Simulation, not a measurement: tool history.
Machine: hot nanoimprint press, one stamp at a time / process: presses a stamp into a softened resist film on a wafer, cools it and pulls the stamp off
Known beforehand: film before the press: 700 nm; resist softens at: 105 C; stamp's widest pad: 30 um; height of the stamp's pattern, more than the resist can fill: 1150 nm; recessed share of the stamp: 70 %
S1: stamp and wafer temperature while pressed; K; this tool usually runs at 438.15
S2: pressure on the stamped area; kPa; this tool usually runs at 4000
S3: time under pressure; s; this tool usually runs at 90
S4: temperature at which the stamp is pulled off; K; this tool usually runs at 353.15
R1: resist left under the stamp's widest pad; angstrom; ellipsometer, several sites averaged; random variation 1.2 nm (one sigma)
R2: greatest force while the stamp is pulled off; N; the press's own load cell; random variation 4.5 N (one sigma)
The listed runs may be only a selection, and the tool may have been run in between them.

Run 1, hour 0.0: usual settings. Result: R1 3235 angstrom, R2 312 N.
Run 2, hour 14.1: usual settings but S3 77 s. Result: R1 3390 angstrom, R2 324 N.
Run 3, hour 27.2: usual settings but S3 77 s. Result: R1 3416 angstrom, R2 329 N.
Run 4, hour 37.4: usual settings but S3 93 s. Result: R1 3185 angstrom, R2 321 N.
Run 5, hour 51.6: usual settings but S2 4610 kPa, S3 93 s. Result: R1 2947 angstrom, R2 318 N.
Run 6, hour 65.5: usual settings but S3 46 s. Result: R1 3939 angstrom, R2 318 N.
At hour 70.4: plate thermocouple calibrated.
Run 7, hour 84.5: usual settings but S3 46 s. Result: R1 4253 angstrom, R2 335 N.
Run 8, hour 100.5: usual settings but S3 46 s. Result: R1 4239 angstrom, R2 329 N.
Run 9, hour 114.2: usual settings but S3 46 s. Result: R1 4229 angstrom, R2 326 N.
Run 10, hour 126.7: usual settings but S3 46 s, S4 357.15 K. Result: R1 4241 angstrom, R2 319 N.
Run 11, hour 135.5: usual settings. Result: R1 3465 angstrom, R2 327 N.
Run 12, hour 150.7: usual settings but S1 433.15 K. Result: R1 4123 angstrom, R2 343 N.
Run 13, hour 165.1: usual settings but S1 433.15 K. Result: R1 4129 angstrom, R2 339 N.
Run 14, hour 181.2: usual settings but S1 433.15 K. Result: R1 4133 angstrom, R2 338 N.
Run 15, hour 193.1: usual settings but S1 433.15 K. Result: R1 4085 angstrom, R2 345 N.
Run 16, hour 209.6: usual settings but S1 439.15 K, S4 343.15 K. Result: R1 3343 angstrom, R2 363 N.
Run 17, hour 223.8: usual settings but S1 439.15 K, S4 343.15 K. Result: R1 3363 angstrom, R2 360 N.
Run 18, hour 240.3: usual settings but S4 351.15 K. Result: R1 3459 angstrom, R2 350 N.
Run 19, hour 255.6: usual settings but S1 450.15 K, S2 3380 kPa, S4 351.15 K. Result: R1 2567 angstrom, R2 352 N.
Run 20, hour 266.0: usual settings but S1 450.15 K, S2 3380 kPa, S4 351.15 K. Result: R1 2535 angstrom, R2 363 N.
Run 21, hour 278.1: usual settings but S1 445.15 K, S4 358.15 K. Result: R1 2708 angstrom, R2 348 N.
Run 22, hour 290.0: usual settings but S1 444.15 K, S2 4210 kPa, S3 112 s, S4 344.15 K. Result: R1 2538 angstrom, R2 369 N.
Run 23, hour 300.7: usual settings but S1 449.15 K. Result: R1 2368 angstrom, R2 365 N.
Run 24, hour 313.2: usual settings but S1 435.15 K, S3 139 s. Result: R1 3349 angstrom, R2 347 N.
Run 25, hour 326.4: usual settings but S1 444.15 K, S2 4040 kPa, S3 56 s, S4 338.15 K. Result: R1 3236 angstrom, R2 388 N.
Run 26, hour 338.6: usual settings but S1 444.15 K, S2 4040 kPa, S3 56 s, S4 338.15 K. Result: R1 3256 angstrom, R2 390 N.
Run 27, hour 352.2: usual settings but S1 444.15 K, S2 4040 kPa, S3 56 s, S4 338.15 K. Result: R1 3241 angstrom, R2 390 N.
Run 28, hour 367.8: usual settings but S1 444.15 K, S2 4040 kPa, S3 56 s, S4 338.15 K. Result: R1 3244 angstrom, R2 378 N.
Run 29, hour 382.9: usual settings but S1 444.15 K, S2 3010 kPa, S3 172 s, S4 338.15 K. Result: R1 2658 angstrom, R2 391 N.

What if the next run were any one of these 4? Each begins from the tool's condition after run 29:
Run A, hour 392.0: usual settings but S1 444.15 K, S2 3420 kPa, S3 172 s, S4 338.15 K. Result: R1 ?, R2 ?.
Run B, hour 392.0: usual settings but S1 444.15 K, S2 3010 kPa, S3 61 s, S4 338.15 K. Result: R1 ?, R2 ?.
Run C, hour 392.0: usual settings but S4 349.15 K. Result: R1 ?, R2 ?.
Run D, hour 392.0: usual settings but S1 444.15 K, S2 3010 kPa, S3 167 s, S4 338.15 K. Result: R1 ?, R2 ?.

run    R1   R2
  A  2464  392
  B  3701  399
  C  3426  375
  D  2692  385
Without the tool's hidden state the same runs would have given:
run    R1   R2
  A  2491  236
  B  3738  239
  C  3462  225
  D  2722  231
